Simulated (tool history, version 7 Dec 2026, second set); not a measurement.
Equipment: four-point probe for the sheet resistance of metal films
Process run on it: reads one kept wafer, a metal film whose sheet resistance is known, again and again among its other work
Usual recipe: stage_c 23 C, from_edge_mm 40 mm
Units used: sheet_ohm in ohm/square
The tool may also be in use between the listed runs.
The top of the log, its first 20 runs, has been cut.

run     day  stage_c  from_edge_mm  sheet_ohm
 21  38.692       23            40   0.167053
 22  41.062       23            40   0.167088
 23  43.888       18             8   0.167163
 24  46.583       26            59     0.1673
 25  49.246       26            59   0.167256
 26  51.288       20            59   0.166765
 27  53.029       20            59   0.166749
 28  54.279       20            59   0.166717
 29   55.55       18            40   0.166609
 30  56.933       23            19   0.167095
 31    58.5       23             9   0.167468
 32  61.242       23             9   0.167502
 33  62.488       26            69   0.167263
 34  64.746       26            69   0.167239
 35  66.154       29            15   0.167681
 36  68.662       21            41   0.166827
 37  70.142       27            10   0.167723
 38  71.579       22             4   0.169034
 39   72.75       22             4   0.169052
 40  74.542       24            48   0.167043
 41  76.992       24            48   0.167053
 42  78.204       18            10   0.166829
 43  79.604       28             5   0.168801
 44    81.8       28             5   0.168906

Alternative continuations, all from the tool just after run 44; predict every row:
  A  83.308       23             5          ?
  B  83.308       20            40          ?
  C  83.308       20             4          ?

run  sheet_ohm
  A   0.168382
  B     0.1667
  C   0.168895
With the hidden condition removed and each run's random variation left untouched, the same runs would have given:
run  sheet_ohm
  A   0.169056
  B   0.167367
  C   0.169569

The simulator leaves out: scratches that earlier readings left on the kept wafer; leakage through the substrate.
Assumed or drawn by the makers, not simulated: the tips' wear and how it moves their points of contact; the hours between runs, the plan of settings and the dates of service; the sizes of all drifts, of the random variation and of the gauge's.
